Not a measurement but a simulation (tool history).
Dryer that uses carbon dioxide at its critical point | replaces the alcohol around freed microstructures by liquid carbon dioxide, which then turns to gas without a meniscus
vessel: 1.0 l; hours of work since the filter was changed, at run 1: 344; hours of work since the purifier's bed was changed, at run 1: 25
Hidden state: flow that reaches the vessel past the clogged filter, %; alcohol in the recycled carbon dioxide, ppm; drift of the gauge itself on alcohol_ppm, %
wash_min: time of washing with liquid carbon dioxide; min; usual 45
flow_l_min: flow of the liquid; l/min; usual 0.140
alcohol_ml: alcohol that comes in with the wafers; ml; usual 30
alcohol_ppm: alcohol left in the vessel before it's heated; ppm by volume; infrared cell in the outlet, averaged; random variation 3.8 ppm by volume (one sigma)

run,hour,wash_min,flow_l_min,alcohol_ml,hours of work since the filter was changed,hours of work since the purifier's bed was changed,alcohol_ppm
1,0.0,45,0.140,30,344,25,106
2,12.1,45,0.140,30,351,33,108
3,23.8,45,0.140,30,359,40,111
4,36.5,45,0.140,30,367,48,116
5,43.1,45,0.140,30,371,53,114
6,53.6,45,0.140,30,378,59,116
7,61.3,28,0.140,30,382,64,940
8,72.3,28,0.140,30,389,71,914
9,83.0,28,0.140,30,396,78,907
10,90.1,45,0.140,30,401,82,117
11,100.6,45,0.140,30,407,89,121
12,110.0,45,0.124,30,413,95,236
13,119.3,45,0.124,30,419,101,228
14,128.9,45,0.140,30,425,107,122
15,138.9,45,0.158,30,432,113,67
16,148.0,45,0.158,30,438,119,74
17,153.8,45,0.158,30,441,123,67
18,159.9,45,0.158,30,445,127,68
19,170.3,45,0.140,60,452,133,252
20,179.6,45,0.140,30,458,139,125
21,187.3,45,0.140,25,463,144,120
# hour 196.1: inlet filter changed
22,199.3,45,0.140,25,2,151,69
23,204.7,45,0.140,25,6,155,74
24,215.2,45,0.140,92,12,161,212
25,221.2,45,0.157,26,16,165,38
26,229.2,43,0.149,78,21,170,168
27,239.6,36,0.084,30,28,177,1759
28,246.4,65,0.117,30,32,181,35
29,253.4,45,0.114,44,36,186,338
30,261.6,45,0.114,44,42,191,329
31,273.2,46,0.140,77,49,198,164
32,283.0,27,0.166,55,55,204,685
33,290.1,55,0.140,30,60,209,34
34,301.0,46,0.140,30,67,216,82
35,308.1,45,0.140,65,71,220,173
36,319.6,37,0.190,96,78,228,121
37,325.2,40,0.140,28,82,231,148
38,332.3,40,0.102,20,87,236,446
39,342.8,55,0.102,21,93,242,134
40,354.1,69,0.140,69,100,250,34
41,366.6,45,0.096,30,108,257,542
42,375.9,59,0.090,28,114,263,229
43,385.7,45,0.140,54,120,270,155
44,393.4,28,0.152,29,125,274,517
45,404.8,36,0.173,39,133,282,121
46,415.9,63,0.173,110,140,289,29
47,422.1,63,0.200,24,144,293,27

Forecast each of these 3 alternatives for the next run:
A,429.5,29,0.140,42,148,297,?
B,429.5,31,0.123,30,148,297,?
C,429.5,63,0.200,119,148,297,?

run,alcohol_ppm
A,918
B,858
C,28
Without the tool's hidden state the same runs would have given:
run,alcohol_ppm
A,760
B,716
C,6
